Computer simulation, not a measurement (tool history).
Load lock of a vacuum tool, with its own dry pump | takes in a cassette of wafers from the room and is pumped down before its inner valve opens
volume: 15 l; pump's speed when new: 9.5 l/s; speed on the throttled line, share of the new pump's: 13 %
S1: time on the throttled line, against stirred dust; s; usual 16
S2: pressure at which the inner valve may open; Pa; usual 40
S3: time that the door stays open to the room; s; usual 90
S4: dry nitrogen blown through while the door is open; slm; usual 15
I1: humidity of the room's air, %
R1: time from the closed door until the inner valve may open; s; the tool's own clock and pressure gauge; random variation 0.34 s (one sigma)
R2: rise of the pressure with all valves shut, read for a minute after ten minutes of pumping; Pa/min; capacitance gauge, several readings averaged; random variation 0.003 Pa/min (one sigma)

run 1 hour=0.0 | S1=16 S2=40 S3=90 S4=15 | I1=45.1 | R1=25.8 R2=0.042
run 2 hour=266.6 | S1=16 S2=40 S3=90 S4=15 | I1=44.8 | R1=26.5 R2=0.045
run 3 hour=826.5 | S1=16 S2=40 S3=90 S4=15 | I1=42.3 | R1=26.2 R2=0.044
run 4 hour=1128.1 | S1=16 S2=40 S3=90 S4=15 | I1=42.8 | R1=26.3 R2=0.041
run 5 hour=1519.2 | S1=16 S2=40 S3=90 S4=15 | I1=45.1 | R1=26.0 R2=0.046
run 6 hour=1832.7 | S1=16 S2=40 S3=90 S4=15 | I1=44.2 | R1=26.0 R2=0.047
run 7 hour=2184.2 | S1=16 S2=40 S3=90 S4=15 | I1=44.9 | R1=25.8 R2=0.040
run 8 hour=2628.1 | S1=16 S2=40 S3=90 S4=15 | I1=42.7 | R1=26.4 R2=0.037
run 9 hour=2990.6 | S1=16 S2=40 S3=203 S4=15 | I1=49.1 | R1=26.2 R2=0.071
run 10 hour=3555.7 | S1=12 S2=40 S3=90 S4=15 | I1=45.8 | R1=22.5 R2=0.047
run 11 hour=3841.2 | S1=12 S2=40 S3=90 S4=15 | I1=42.7 | R1=22.8 R2=0.043
run 12 hour=4253.5 | S1=24 S2=50 S3=90 S4=15 | I1=43.0 | R1=33.8 R2=0.042
run 13 hour=4765.0 | S1=24 S2=50 S3=90 S4=15 | I1=39.0 | R1=32.8 R2=0.033
run 14 hour=5304.8 | S1=16 S2=40 S3=90 S4=19 | I1=45.6 | R1=26.1 R2=0.045
-- hour=5458.7 door's seal changed, seat wiped
run 15 hour=5653.3 | S1=16 S2=40 S3=134 S4=15 | I1=46.0 | R1=26.5 R2=0.055
run 16 hour=6085.6 | S1=16 S2=40 S3=134 S4=15 | I1=46.5 | R1=26.8 R2=0.055
run 17 hour=6405.3 | S1=16 S2=40 S3=134 S4=15 | I1=44.3 | R1=25.7 R2=0.053
run 18 hour=6788.3 | S1=30 S2=37 S3=78 S4=15 | I1=43.0 | R1=39.5 R2=0.040
run 19 hour=7033.2 | S1=16 S2=40 S3=68 S4=15 | I1=47.0 | R1=26.5 R2=0.043
run 20 hour=7566.0 | S1=16 S2=40 S3=68 S4=15 | I1=42.2 | R1=26.4 R2=0.037
run 21 hour=7997.6 | S1=16 S2=40 S3=68 S4=15 | I1=42.9 | R1=26.0 R2=0.040
run 22 hour=8307.0 | S1=16 S2=40 S3=68 S4=15 | I1=46.0 | R1=26.3 R2=0.041

Forecast each of these 4 alternatives for the next run:
run A hour=8661.0 | S1=11 S2=42 S3=90 S4=8 | I1=46.0 | R1=? R2=?
run B hour=8661.0 | S1=12 S2=40 S3=107 S4=9 | I1=43.1 | R1=? R2=?
run C hour=8661.0 | S1=16 S2=39 S3=90 S4=25 | I1=41.2 | R1=? R2=?
run D hour=8661.0 | S1=16 S2=44 S3=90 S4=4 | I1=45.4 | R1=? R2=?

run=A R1=22.3 R2=0.062
run=B R1=23.1 R2=0.056
run=C R1=27.0 R2=0.029
run=D R1=26.2 R2=0.072
Without the tool's hidden state the same runs would have given:
run=A R1=22.3 R2=0.062
run=B R1=23.1 R2=0.056
run=C R1=26.9 R2=0.029
run=D R1=26.2 R2=0.072
